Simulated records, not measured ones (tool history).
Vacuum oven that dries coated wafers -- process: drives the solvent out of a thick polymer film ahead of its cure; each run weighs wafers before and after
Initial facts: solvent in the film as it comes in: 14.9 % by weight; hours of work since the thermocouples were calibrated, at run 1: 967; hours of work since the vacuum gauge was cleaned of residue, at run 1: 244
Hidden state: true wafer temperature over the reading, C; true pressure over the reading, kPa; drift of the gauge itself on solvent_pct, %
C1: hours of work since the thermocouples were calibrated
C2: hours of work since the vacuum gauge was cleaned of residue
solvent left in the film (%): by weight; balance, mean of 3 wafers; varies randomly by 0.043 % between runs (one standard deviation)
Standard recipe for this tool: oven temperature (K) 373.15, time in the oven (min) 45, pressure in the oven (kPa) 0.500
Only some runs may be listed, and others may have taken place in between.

{"run": 1, "hour": 0.0, "oven temperature (K)": 373.15, "time in the oven (min)": 45, "pressure in the oven (kPa)": 0.5, "C1": 967, "C2": 244, "solvent left in the film (%)": 3.07}
{"run": 2, "hour": 6.1, "oven temperature (K)": 377.15, "time in the oven (min)": 45, "pressure in the oven (kPa)": 0.5, "C1": 970, "C2": 247, "solvent left in the film (%)": 2.29}
{"run": 3, "hour": 18.0, "oven temperature (K)": 377.15, "time in the oven (min)": 45, "pressure in the oven (kPa)": 0.5, "C1": 975, "C2": 252, "solvent left in the film (%)": 2.23}
{"run": 4, "hour": 29.2, "oven temperature (K)": 377.15, "time in the oven (min)": 45, "pressure in the oven (kPa)": 0.5, "C1": 980, "C2": 257, "solvent left in the film (%)": 2.24}
{"run": 5, "hour": 36.0, "oven temperature (K)": 381.15, "time in the oven (min)": 45, "pressure in the oven (kPa)": 0.5, "C1": 983, "C2": 260, "solvent left in the film (%)": 1.66}
{"run": 6, "hour": 48.2, "oven temperature (K)": 381.15, "time in the oven (min)": 45, "pressure in the oven (kPa)": 0.5, "C1": 989, "C2": 266, "solvent left in the film (%)": 1.61}
{"run": 7, "hour": 58.6, "oven temperature (K)": 373.15, "time in the oven (min)": 51, "pressure in the oven (kPa)": 0.5, "C1": 994, "C2": 271, "solvent left in the film (%)": 2.53}
{"run": 8, "hour": 65.8, "oven temperature (K)": 373.15, "time in the oven (min)": 51, "pressure in the oven (kPa)": 0.5, "C1": 997, "C2": 274, "solvent left in the film (%)": 2.61}
{"run": 9, "hour": 79.3, "oven temperature (K)": 373.15, "time in the oven (min)": 51, "pressure in the oven (kPa)": 0.5, "C1": 1003, "C2": 280, "solvent left in the film (%)": 2.52}
{"run": 10, "hour": 87.6, "oven temperature (K)": 380.15, "time in the oven (min)": 45, "pressure in the oven (kPa)": 0.5, "C1": 1007, "C2": 284, "solvent left in the film (%)": 1.78}
{"run": 11, "hour": 95.9, "oven temperature (K)": 387.15, "time in the oven (min)": 45, "pressure in the oven (kPa)": 0.5, "C1": 1010, "C2": 287, "solvent left in the film (%)": 0.92}
{"run": 12, "hour": 104.8, "oven temperature (K)": 387.15, "time in the oven (min)": 45, "pressure in the oven (kPa)": 0.5, "C1": 1014, "C2": 291, "solvent left in the film (%)": 0.95}
{"run": 13, "hour": 110.7, "oven temperature (K)": 387.15, "time in the oven (min)": 45, "pressure in the oven (kPa)": 0.5, "C1": 1017, "C2": 294, "solvent left in the film (%)": 0.93}
{"run": 14, "hour": 118.8, "oven temperature (K)": 373.15, "time in the oven (min)": 31, "pressure in the oven (kPa)": 0.5, "C1": 1021, "C2": 298, "solvent left in the film (%)": 4.52}
{"run": 15, "hour": 129.3, "oven temperature (K)": 377.15, "time in the oven (min)": 45, "pressure in the oven (kPa)": 0.5, "C1": 1025, "C2": 302, "solvent left in the film (%)": 2.29}
{"run": 16, "hour": 136.9, "oven temperature (K)": 373.15, "time in the oven (min)": 45, "pressure in the oven (kPa)": 0.304, "C1": 1029, "C2": 306, "solvent left in the film (%)": 2.83}
{"run": 17, "hour": 149.3, "oven temperature (K)": 373.15, "time in the oven (min)": 45, "pressure in the oven (kPa)": 0.5, "C1": 1034, "C2": 311, "solvent left in the film (%)": 3.08}
{"run": 18, "hour": 162.0, "oven temperature (K)": 384.15, "time in the oven (min)": 45, "pressure in the oven (kPa)": 0.5, "C1": 1040, "C2": 317, "solvent left in the film (%)": 1.25}
{"run": 19, "hour": 170.5, "oven temperature (K)": 384.15, "time in the oven (min)": 45, "pressure in the oven (kPa)": 0.5, "C1": 1044, "C2": 321, "solvent left in the film (%)": 1.21}
{"run": 20, "hour": 182.7, "oven temperature (K)": 384.15, "time in the oven (min)": 45, "pressure in the oven (kPa)": 0.5, "C1": 1049, "C2": 326, "solvent left in the film (%)": 1.26}
{"run": 21, "hour": 193.1, "oven temperature (K)": 384.15, "time in the oven (min)": 45, "pressure in the oven (kPa)": 0.5, "C1": 1054, "C2": 331, "solvent left in the film (%)": 1.19}
{"run": 22, "hour": 199.5, "oven temperature (K)": 384.15, "time in the oven (min)": 45, "pressure in the oven (kPa)": 0.5, "C1": 1057, "C2": 334, "solvent left in the film (%)": 1.3}
{"run": 23, "hour": 212.5, "oven temperature (K)": 373.15, "time in the oven (min)": 45, "pressure in the oven (kPa)": 0.5, "C1": 1063, "C2": 340, "solvent left in the film (%)": 3.12}
{"run": 24, "hour": 224.5, "oven temperature (K)": 373.15, "time in the oven (min)": 51, "pressure in the oven (kPa)": 0.583, "C1": 1068, "C2": 345, "solvent left in the film (%)": 2.67}
{"run": 25, "hour": 236.8, "oven temperature (K)": 373.15, "time in the oven (min)": 51, "pressure in the oven (kPa)": 0.583, "C1": 1074, "C2": 351, "solvent left in the film (%)": 2.73}
{"run": 26, "hour": 244.2, "oven temperature (K)": 378.15, "time in the oven (min)": 23, "pressure in the oven (kPa)": 0.383, "C1": 1077, "C2": 354, "solvent left in the film (%)": 4.53}
{"run": 27, "hour": 252.7, "oven temperature (K)": 373.15, "time in the oven (min)": 64, "pressure in the oven (kPa)": 0.427, "C1": 1081, "C2": 358, "solvent left in the film (%)": 1.8}
{"run": 28, "hour": 260.1, "oven temperature (K)": 373.15, "time in the oven (min)": 64, "pressure in the oven (kPa)": 0.427, "C1": 1084, "C2": 361, "solvent left in the film (%)": 1.86}
{"run": 29, "hour": 272.2, "oven temperature (K)": 373.15, "time in the oven (min)": 64, "pressure in the oven (kPa)": 0.427, "C1": 1090, "C2": 367, "solvent left in the film (%)": 1.75}
{"run": 30, "hour": 283.0, "oven temperature (K)": 372.15, "time in the oven (min)": 40, "pressure in the oven (kPa)": 0.5, "C1": 1095, "C2": 372, "solvent left in the film (%)": 3.72}
{"run": 31, "hour": 294.1, "oven temperature (K)": 372.15, "time in the oven (min)": 40, "pressure in the oven (kPa)": 0.5, "C1": 1100, "C2": 377, "solvent left in the film (%)": 3.77}
{"run": 32, "hour": 305.8, "oven temperature (K)": 373.15, "time in the oven (min)": 64, "pressure in the oven (kPa)": 0.5, "C1": 1105, "C2": 382, "solvent left in the film (%)": 1.94}
{"run": 33, "hour": 313.6, "oven temperature (K)": 363.15, "time in the oven (min)": 45, "pressure in the oven (kPa)": 0.5, "C1": 1108, "C2": 385, "solvent left in the film (%)": 5.39}
{"run": 34, "hour": 322.5, "oven temperature (K)": 374.15, "time in the oven (min)": 75, "pressure in the oven (kPa)": 1.117, "C1": 1112, "C2": 389, "solvent left in the film (%)": 2.21}
{"run": 35, "hour": 328.0, "oven temperature (K)": 373.15, "time in the oven (min)": 73, "pressure in the oven (kPa)": 0.509, "C1": 1115, "C2": 392, "solvent left in the film (%)": 1.53}
{"run": 36, "hour": 335.8, "oven temperature (K)": 373.15, "time in the oven (min)": 73, "pressure in the oven (kPa)": 0.509, "C1": 1118, "C2": 395, "solvent left in the film (%)": 1.58}
{"run": 37, "hour": 341.7, "oven temperature (K)": 384.15, "time in the oven (min)": 51, "pressure in the oven (kPa)": 0.273, "C1": 1121, "C2": 398, "solvent left in the film (%)": 0.78}
{"run": 38, "hour": 354.7, "oven temperature (K)": 387.15, "time in the oven (min)": 36, "pressure in the oven (kPa)": 0.863, "C1": 1127, "C2": 404, "solvent left in the film (%)": 1.61}
{"run": 39, "hour": 361.7, "oven temperature (K)": 387.15, "time in the oven (min)": 32, "pressure in the oven (kPa)": 1.111, "C1": 1130, "C2": 407, "solvent left in the film (%)": 2.13}
{"run": 40, "hour": 368.5, "oven temperature (K)": 367.15, "time in the oven (min)": 73, "pressure in the oven (kPa)": 0.384, "C1": 1133, "C2": 410, "solvent left in the film (%)": 2.43}
{"run": 41, "hour": 381.0, "oven temperature (K)": 377.15, "time in the oven (min)": 73, "pressure in the oven (kPa)": 0.276, "C1": 1139, "C2": 416, "solvent left in the film (%)": 0.82}
{"run": 42, "hour": 392.5, "oven temperature (K)": 377.15, "time in the oven (min)": 73, "pressure in the oven (kPa)": 0.276, "C1": 1144, "C2": 421, "solvent left in the film (%)": 0.82}
{"run": 43, "hour": 405.6, "oven temperature (K)": 360.15, "time in the oven (min)": 36, "pressure in the oven (kPa)": 1.599, "C1": 1150, "C2": 427, "solvent left in the film (%)": 8.45}
{"run": 44, "hour": 414.7, "oven temperature (K)": 360.15, "time in the oven (min)": 67, "pressure in the oven (kPa)": 0.341, "C1": 1154, "C2": 431, "solvent left in the film (%)": 4.2}
{"run": 45, "hour": 422.6, "oven temperature (K)": 376.15, "time in the oven (min)": 52, "pressure in the oven (kPa)": 0.5, "C1": 1157, "C2": 434, "solvent left in the film (%)": 2.04}
{"run": 46, "hour": 432.5, "oven temperature (K)": 376.15, "time in the oven (min)": 52, "pressure in the oven (kPa)": 0.5, "C1": 1162, "C2": 439, "solvent left in the film (%)": 1.96}

5 options for the next run, each taken on its own from the tool as it stands now. Forecast them:
{"run": "A", "hour": 443.3, "oven temperature (K)": 371.15, "time in the oven (min)": 49, "pressure in the oven (kPa)": 0.64, "C1": 1167, "C2": 444, "solvent left in the film (%)": "?"}
{"run": "B", "hour": 443.3, "oven temperature (K)": 367.15, "time in the oven (min)": 52, "pressure in the oven (kPa)": 1.925, "C1": 1167, "C2": 444, "solvent left in the film (%)": "?"}
{"run": "C", "hour": 443.3, "oven temperature (K)": 365.15, "time in the oven (min)": 26, "pressure in the oven (kPa)": 0.5, "C1": 1167, "C2": 444, "solvent left in the film (%)": "?"}
{"run": "D", "hour": 443.3, "oven temperature (K)": 375.15, "time in the oven (min)": 23, "pressure in the oven (kPa)": 1.651, "C1": 1167, "C2": 444, "solvent left in the film (%)": "?"}
{"run": "E", "hour": 443.3, "oven temperature (K)": 373.15, "time in the oven (min)": 23, "pressure in the oven (kPa)": 0.461, "C1": 1167, "C2": 444, "solvent left in the film (%)": "?"}

run=A solvent_left_in_the_film_(%)=3.32
run=B solvent_left_in_the_film_(%)=5.74
run=C solvent_left_in_the_film_(%)=7.07
run=D solvent_left_in_the_film_(%)=6.45
run=E solvent_left_in_the_film_(%)=5.82
With no hidden state in the tool, these same runs would have given:
run=A solvent_left_in_the_film_(%)=3.33
run=B solvent_left_in_the_film_(%)=5.75
run=C solvent_left_in_the_film_(%)=7.08
run=D solvent_left_in_the_film_(%)=6.46
run=E solvent_left_in_the_film_(%)=5.83
